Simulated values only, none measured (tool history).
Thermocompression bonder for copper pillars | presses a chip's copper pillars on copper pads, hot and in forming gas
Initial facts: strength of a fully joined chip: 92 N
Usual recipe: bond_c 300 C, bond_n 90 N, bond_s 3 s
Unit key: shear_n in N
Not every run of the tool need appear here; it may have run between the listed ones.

{"run": 1, "hour": 0.0, "bond_c": 300, "bond_n": 90, "bond_s": 3, "shear_n": 46.2}
{"run": 2, "hour": 20.7, "bond_c": 300, "bond_n": 90, "bond_s": 3, "shear_n": 46.4}
{"run": 3, "hour": 36.3, "bond_c": 300, "bond_n": 90, "bond_s": 3, "shear_n": 46.5}
{"run": 4, "hour": 56.4, "bond_c": 300, "bond_n": 90, "bond_s": 3, "shear_n": 45.8}
{"run": 5, "hour": 85.1, "bond_c": 300, "bond_n": 90, "bond_s": 3, "shear_n": 44.8}
{"run": 6, "hour": 116.0, "bond_c": 300, "bond_n": 114, "bond_s": 3, "shear_n": 53.6}
{"run": 7, "hour": 140.7, "bond_c": 300, "bond_n": 114, "bond_s": 3, "shear_n": 53.7}
{"run": 8, "hour": 159.8, "bond_c": 300, "bond_n": 90, "bond_s": 6, "shear_n": 55.3}
{"run": 9, "hour": 185.0, "bond_c": 300, "bond_n": 90, "bond_s": 6, "shear_n": 55.4}
{"run": 10, "hour": 203.7, "bond_c": 300, "bond_n": 90, "bond_s": 6, "shear_n": 53.0}
{"run": 11, "hour": 236.4, "bond_c": 300, "bond_n": 90, "bond_s": 3, "shear_n": 42.5}
{"run": 12, "hour": 260.9, "bond_c": 330, "bond_n": 84, "bond_s": 2, "shear_n": 45.7}
{"run": 13, "hour": 275.6, "bond_c": 316, "bond_n": 85, "bond_s": 3, "shear_n": 46.2}
{"run": 14, "hour": 311.9, "bond_c": 316, "bond_n": 85, "bond_s": 3, "shear_n": 50.8}
{"run": 15, "hour": 329.3, "bond_c": 290, "bond_n": 65, "bond_s": 3, "shear_n": 31.4}
{"run": 16, "hour": 345.2, "bond_c": 328, "bond_n": 100, "bond_s": 5, "shear_n": 75.2}
{"run": 17, "hour": 369.4, "bond_c": 278, "bond_n": 109, "bond_s": 3, "shear_n": 47.4}
{"run": 18, "hour": 391.3, "bond_c": 305, "bond_n": 99, "bond_s": 3, "shear_n": 55.6}
{"run": 19, "hour": 406.5, "bond_c": 284, "bond_n": 73, "bond_s": 2, "shear_n": 29.1}
{"run": 20, "hour": 425.3, "bond_c": 284, "bond_n": 73, "bond_s": 2, "shear_n": 30.0}
{"run": 21, "hour": 454.7, "bond_c": 292, "bond_n": 134, "bond_s": 2, "shear_n": 53.0}
{"run": 22, "hour": 469.3, "bond_c": 276, "bond_n": 108, "bond_s": 6, "shear_n": 55.2}

Not shown: 4 entries that the log had between the listed runs. Between which runs, and how does the tool's hidden state differ before and after?
From run 9 to run 10: heater calibrated with a thermocouple chip (hour 189.8)
  true temperature of the bond over the reading, C: -4.5 -> -7.1; oxide that the forming gas leaves, % of the face: 7.34 -> 7.65
  measured value less the no-hidden-state value, shear_n: -7.6 -> -8.9 N
From run 13 to run 14: force cell calibrated (hour 283.5); heater calibrated with a thermocouple chip, once more (hour 306.9)
  true temperature of the bond over the reading, C: -7.7 -> -0.2; force that reaches the chip, % of what is set: 96.5 -> 98.7; oxide that the forming gas leaves, % of the face: 8.87 -> 9.43
  measured value less the no-hidden-state value, shear_n: -9.1 -> -5.5 N
From run 15 to run 16: forming gas filter changed (hour 334.4)
  true temperature of the bond over the reading, C: -0.4 -> -0.5; oxide that the forming gas leaves, % of the face: 9.71 -> 0.72
  measured value less the no-hidden-state value, shear_n: -3.8 -> -0.8 N

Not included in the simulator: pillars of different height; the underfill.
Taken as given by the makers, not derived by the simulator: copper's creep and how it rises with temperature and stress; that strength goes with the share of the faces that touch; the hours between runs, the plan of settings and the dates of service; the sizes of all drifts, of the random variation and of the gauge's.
